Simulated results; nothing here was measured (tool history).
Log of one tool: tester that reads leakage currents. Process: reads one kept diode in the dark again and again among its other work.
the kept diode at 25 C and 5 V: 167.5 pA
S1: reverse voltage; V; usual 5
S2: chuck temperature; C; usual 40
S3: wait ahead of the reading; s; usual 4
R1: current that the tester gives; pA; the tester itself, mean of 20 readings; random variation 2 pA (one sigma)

| run | hour | S1 | S2 | S3 | R1 |
|---|---|---|---|---|---|
| 1 | 0 | 5 | 40 | 4 | 634.36 |
| 2 | 73.5 | 5 | 40 | 4 | 634.63 |
| 3 | 144.5 | 5 | 35 | 4 | 409.46 |
| 4 | 193.7 | 5 | 33 | 4 | 339.7 |
| 5 | 232.2 | 5 | 40 | 4 | 630.25 |
| 6 | 274.3 | 5 | 40 | 2.81 | 632.73 |
| 7 | 323.7 | 5 | 40 | 2.81 | 630.18 |
| 8 | 383.8 | 5 | 40 | 4 | 627.43 |
| 9 | 422.5 | 5 | 40 | 4 | 628.32 |
| 10 | 469.5 | 5 | 40 | 4 | 626.29 |
| 11 | 534.6 | 5 | 40 | 4 | 628.12 |
| 12 | 621.1 | 5 | 40 | 4 | 624.91 |
|  | 647.8 | chuck's temperature calibrated |
| 13 | 703.6 | 5 | 40 | 4 | 662.75 |
| 14 | 773 | 5 | 40 | 4 | 660.42 |
| 15 | 849.4 | 5 | 40 | 4 | 663.52 |
| 16 | 898.1 | 5 | 40 | 4 | 659.54 |
| 17 | 960.6 | 5 | 40 | 4 | 661.83 |
| 18 | 1021.7 | 5 | 40 | 4 | 657.9 |
| 19 | 1105.4 | 1.27 | 40 | 4 | 330.16 |
| 20 | 1196.7 | 5 | 40 | 4 | 655.56 |
| 21 | 1272.4 | 5 | 40 | 4 | 650.95 |
|  | 1283.9 | probe card cleaned and baked |
| 22 | 1331.6 | 3.07 | 23 | 1.46 | 114.84 |
| 23 | 1376 | 5 | 32 | 0.42 | 330.69 |
| 24 | 1450.8 | 5 | 40 | 0.74 | 660.3 |
| 25 | 1508.7 | 5 | 47 | 0.41 | 1177.7 |
| 26 | 1588.1 | 5 | 47 | 0.41 | 1171.92 |
|  | 1622.5 | probe card cleaned and baked, once more |
| 27 | 1658.9 | 1.04 | 51 | 0.37 | 738.9 |
| 28 | 1716 | 10.64 | 51 | 4 | 2329.27 |
| 29 | 1788.7 | 10.64 | 51 | 4 | 2324.38 |
|  | 1860.7 | tester calibrated |
| 30 | 1864.6 | 5.26 | 41 | 2.26 | 717.13 |
| 31 | 1912.2 | 4.77 | 27 | 0.75 | 194.65 |
| 32 | 1974 | 5 | 50 | 4 | 1482.59 |
| 33 | 2018.7 | 5 | 53 | 4 | 1873.58 |
| 34 | 2056.4 | 5 | 53 | 4 | 1877.33 |
| 35 | 2130.6 | 5 | 53 | 4 | 1866.45 |
| 36 | 2192.3 | 19.38 | 24 | 4 | 298.27 |
| 37 | 2235.8 | 1.03 | 24 | 1.17 | 67.92 |
| 38 | 2302.8 | 1.03 | 24 | 1.17 | 67.46 |
| 39 | 2342.3 | 1.03 | 24 | 1.17 | 67.94 |

4 ways to go on from here, each from the tool as it stands after run 39. What would each give?
| A | 2421.8 | 2.8 | 40 | 4 | ? |
| B | 2421.8 | 6.95 | 23 | 1.17 | ? |
| C | 2421.8 | 1.03 | 41 | 5.23 | ? |
| D | 2421.8 | 6.15 | 40 | 4 | ? |

| run | R1 |
|---|---|
| A | 477.08 |
| B | 162.39 |
| C | 313.45 |
| D | 699.25 |
Without the tool's hidden state the same runs would have given:
| run | R1 |
|---|---|
| A | 495.92 |
| B | 164.49 |
| C | 326.43 |
| D | 725.16 |

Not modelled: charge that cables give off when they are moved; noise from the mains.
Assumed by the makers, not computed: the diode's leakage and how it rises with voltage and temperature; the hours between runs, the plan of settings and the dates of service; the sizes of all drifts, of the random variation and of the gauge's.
